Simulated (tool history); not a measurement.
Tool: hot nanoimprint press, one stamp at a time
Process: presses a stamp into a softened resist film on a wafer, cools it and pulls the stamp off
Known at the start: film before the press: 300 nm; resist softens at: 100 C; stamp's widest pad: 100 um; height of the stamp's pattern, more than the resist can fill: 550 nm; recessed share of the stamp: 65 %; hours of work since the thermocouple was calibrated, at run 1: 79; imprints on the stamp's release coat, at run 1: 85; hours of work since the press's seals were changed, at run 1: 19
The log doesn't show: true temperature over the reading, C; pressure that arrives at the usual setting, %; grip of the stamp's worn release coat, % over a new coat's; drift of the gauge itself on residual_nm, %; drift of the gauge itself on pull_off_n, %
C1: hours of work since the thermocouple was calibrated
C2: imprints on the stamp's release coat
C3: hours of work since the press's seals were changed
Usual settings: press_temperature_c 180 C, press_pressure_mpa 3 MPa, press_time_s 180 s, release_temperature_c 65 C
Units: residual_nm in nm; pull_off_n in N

{"run": 1, "day": 0.0, "press_temperature_c": 180, "press_pressure_mpa": 3, "press_time_s": 180, "release_temperature_c": 65, "C1": 79, "C2": 85, "C3": 19, "residual_nm": 135.4, "pull_off_n": 149}
{"run": 2, "day": 0.842, "press_temperature_c": 180, "press_pressure_mpa": 3, "press_time_s": 180, "release_temperature_c": 65, "C1": 95, "C2": 188, "C3": 35, "residual_nm": 134.2, "pull_off_n": 151}
{"run": 3, "day": 1.475, "press_temperature_c": 180, "press_pressure_mpa": 3, "press_time_s": 180, "release_temperature_c": 65, "C1": 107, "C2": 266, "C3": 47, "residual_nm": 136.1, "pull_off_n": 157}
{"run": 4, "day": 2.029, "press_temperature_c": 180, "press_pressure_mpa": 3, "press_time_s": 180, "release_temperature_c": 58, "C1": 117, "C2": 334, "C3": 57, "residual_nm": 135.4, "pull_off_n": 168}
{"run": 5, "day": 2.575, "press_temperature_c": 180, "press_pressure_mpa": 3, "press_time_s": 180, "release_temperature_c": 58, "C1": 128, "C2": 400, "C3": 67, "residual_nm": 135.9, "pull_off_n": 169}
{"run": 6, "day": 3.708, "press_temperature_c": 180, "press_pressure_mpa": 4.74, "press_time_s": 180, "release_temperature_c": 65, "C1": 149, "C2": 540, "C3": 89, "residual_nm": 105.1, "pull_off_n": 157}
{"day": 4.733, "done": "stamp cleaned and given a new release coat"}
{"run": 7, "day": 4.771, "press_temperature_c": 180, "press_pressure_mpa": 4.74, "press_time_s": 180, "release_temperature_c": 65, "C1": 164, "C2": 4, "C3": 104, "residual_nm": 107.3, "pull_off_n": 152}
{"run": 8, "day": 5.454, "press_temperature_c": 180, "press_pressure_mpa": 4.74, "press_time_s": 180, "release_temperature_c": 65, "C1": 177, "C2": 88, "C3": 117, "residual_nm": 105.5, "pull_off_n": 151}
{"run": 9, "day": 6.008, "press_temperature_c": 180, "press_pressure_mpa": 4.74, "press_time_s": 180, "release_temperature_c": 65, "C1": 187, "C2": 156, "C3": 127, "residual_nm": 109.5, "pull_off_n": 155}
{"run": 10, "day": 6.962, "press_temperature_c": 175, "press_pressure_mpa": 3, "press_time_s": 180, "release_temperature_c": 65, "C1": 205, "C2": 273, "C3": 145, "residual_nm": 167, "pull_off_n": 151}
{"run": 11, "day": 7.679, "press_temperature_c": 180, "press_pressure_mpa": 3, "press_time_s": 180, "release_temperature_c": 57, "C1": 219, "C2": 361, "C3": 158, "residual_nm": 139.8, "pull_off_n": 170}
{"run": 12, "day": 8.554, "press_temperature_c": 185, "press_pressure_mpa": 3, "press_time_s": 180, "release_temperature_c": 69, "C1": 235, "C2": 468, "C3": 175, "residual_nm": 115.6, "pull_off_n": 152}
{"run": 13, "day": 9.129, "press_temperature_c": 185, "press_pressure_mpa": 3, "press_time_s": 180, "release_temperature_c": 69, "C1": 246, "C2": 539, "C3": 186, "residual_nm": 114.1, "pull_off_n": 150}
{"run": 14, "day": 9.712, "press_temperature_c": 185, "press_pressure_mpa": 3, "press_time_s": 180, "release_temperature_c": 69, "C1": 257, "C2": 610, "C3": 197, "residual_nm": 114.3, "pull_off_n": 154}
{"day": 10.242, "done": "stamp cleaned and given a new release coat"}
{"run": 15, "day": 11.025, "press_temperature_c": 185, "press_pressure_mpa": 3, "press_time_s": 180, "release_temperature_c": 69, "C1": 277, "C2": 96, "C3": 217, "residual_nm": 115.3, "pull_off_n": 146}
{"run": 16, "day": 11.958, "press_temperature_c": 170, "press_pressure_mpa": 2.31, "press_time_s": 262, "release_temperature_c": 72, "C1": 294, "C2": 211, "C3": 234, "residual_nm": 205.1, "pull_off_n": 142}
{"run": 17, "day": 12.692, "press_temperature_c": 180, "press_pressure_mpa": 3, "press_time_s": 245, "release_temperature_c": 54, "C1": 308, "C2": 300, "C3": 248, "residual_nm": 126.6, "pull_off_n": 174}
{"run": 18, "day": 13.688, "press_temperature_c": 180, "press_pressure_mpa": 2.41, "press_time_s": 152, "release_temperature_c": 59, "C1": 327, "C2": 423, "C3": 266, "residual_nm": 166.5, "pull_off_n": 171}
{"run": 19, "day": 14.675, "press_temperature_c": 170, "press_pressure_mpa": 2.67, "press_time_s": 152, "release_temperature_c": 59, "C1": 345, "C2": 544, "C3": 285, "residual_nm": 222.3, "pull_off_n": 171}
{"run": 20, "day": 15.383, "press_temperature_c": 170, "press_pressure_mpa": 2.4, "press_time_s": 152, "release_temperature_c": 59, "C1": 358, "C2": 630, "C3": 298, "residual_nm": 228.5, "pull_off_n": 170}
{"day": 15.742, "done": "stamp cleaned and given a new release coat"}
{"run": 21, "day": 16.517, "press_temperature_c": 170, "press_pressure_mpa": 2.4, "press_time_s": 152, "release_temperature_c": 59, "C1": 375, "C2": 95, "C3": 315, "residual_nm": 226.3, "pull_off_n": 165}

Forecast each of these 4 alternatives for the next run:
{"run": "A", "day": 17.308, "press_temperature_c": 180, "press_pressure_mpa": 4.61, "press_time_s": 190, "release_temperature_c": 65, "C1": 390, "C2": 192, "C3": 330, "residual_nm": "?", "pull_off_n": "?"}
{"run": "B", "day": 17.308, "press_temperature_c": 173, "press_pressure_mpa": 1.95, "press_time_s": 152, "release_temperature_c": 59, "C1": 390, "C2": 192, "C3": 330, "residual_nm": "?", "pull_off_n": "?"}
{"run": "C", "day": 17.308, "press_temperature_c": 181, "press_pressure_mpa": 2.4, "press_time_s": 143, "release_temperature_c": 54, "C1": 390, "C2": 192, "C3": 330, "residual_nm": "?", "pull_off_n": "?"}
{"run": "D", "day": 17.308, "press_temperature_c": 191, "press_pressure_mpa": 3, "press_time_s": 204, "release_temperature_c": 65, "C1": 390, "C2": 192, "C3": 330, "residual_nm": "?", "pull_off_n": "?"}

run=A residual_nm=112.4 pull_off_n=152
run=B residual_nm=225.9 pull_off_n=165
run=C residual_nm=163.6 pull_off_n=174
run=D residual_nm=88.9 pull_off_n=157
Without the tool's hidden state the same runs would have given:
run=A residual_nm=102.6 pull_off_n=146
run=B residual_nm=214.3 pull_off_n=159
run=C residual_nm=152.3 pull_off_n=167
run=D residual_nm=82 pull_off_n=150
